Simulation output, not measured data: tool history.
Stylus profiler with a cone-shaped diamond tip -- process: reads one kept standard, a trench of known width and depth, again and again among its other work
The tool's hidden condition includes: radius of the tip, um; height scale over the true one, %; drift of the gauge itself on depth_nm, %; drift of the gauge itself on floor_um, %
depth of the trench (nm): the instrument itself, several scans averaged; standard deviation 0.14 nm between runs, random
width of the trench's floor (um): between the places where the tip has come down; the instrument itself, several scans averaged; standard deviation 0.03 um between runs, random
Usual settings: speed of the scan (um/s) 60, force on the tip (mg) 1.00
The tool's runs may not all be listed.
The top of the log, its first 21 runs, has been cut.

run,hour,speed of the scan (um/s),force on the tip (mg),scans with this tip,hours of work since the height scale was calibrated,depth of the trench (nm),width of the trench's floor (um)
22,1016.8,60,0.46,11168,2024,501.49,15.18
23,1049.4,60,0.49,11281,2045,501.65,15.18
24,1106.3,18,0.45,11477,2080,501.60,15.55
25,1142.4,40,0.91,11601,2103,502.57,15.38
26,1194.8,93,1.26,11782,2136,503.27,15.21
27,1247.0,93,1.26,11962,2168,503.18,15.20
# hour 1265.1: height scale calibrated on a step standard
28,1315.1,49,0.46,12196,31,501.37,15.28
29,1379.6,102,1.49,12418,72,503.54,15.26
30,1423.8,173,1.00,12571,99,502.76,14.77
31,1478.0,43,1.68,12758,133,503.88,15.47
32,1517.4,50,1.72,12894,158,503.84,15.38
33,1566.3,17,1.02,13062,188,502.66,15.56
34,1608.7,79,1.31,13209,215,503.27,15.32
35,1642.5,16,0.34,13325,236,501.38,15.50
36,1688.0,16,0.34,13482,264,501.11,15.50
37,1728.0,230,2.96,13620,290,505.66,14.98
38,1758.6,107,1.00,13726,309,502.72,15.13
39,1799.7,107,1.00,13868,334,502.64,15.10
40,1829.1,31,2.30,13969,353,504.78,15.47
41,1861.7,24,1.00,14082,373,502.72,15.49
42,1891.9,39,1.19,14186,392,502.90,15.52
43,1961.8,39,1.19,14427,436,503.10,15.44
44,2007.7,127,1.06,14585,464,502.74,15.00
45,2042.7,127,1.06,14706,486,502.71,15.00

What if the next run were any one of these 4? Each begins from the tool's condition after run 45:
A,2073.4,27,0.36,14812,505,?,?
B,2073.4,40,2.36,14812,505,?,?
C,2073.4,28,1.06,14812,505,?,?
D,2073.4,27,1.00,14812,505,?,?

run,depth of the trench (nm),width of the trench's floor (um)
A,501.28,15.38
B,504.58,15.51
C,502.82,15.48
D,502.61,15.49
Had the tool no hidden state, the same runs would have come out as:
run,depth of the trench (nm),width of the trench's floor (um)
A,501.26,15.39
B,504.57,15.52
C,502.81,15.49
D,502.60,15.50
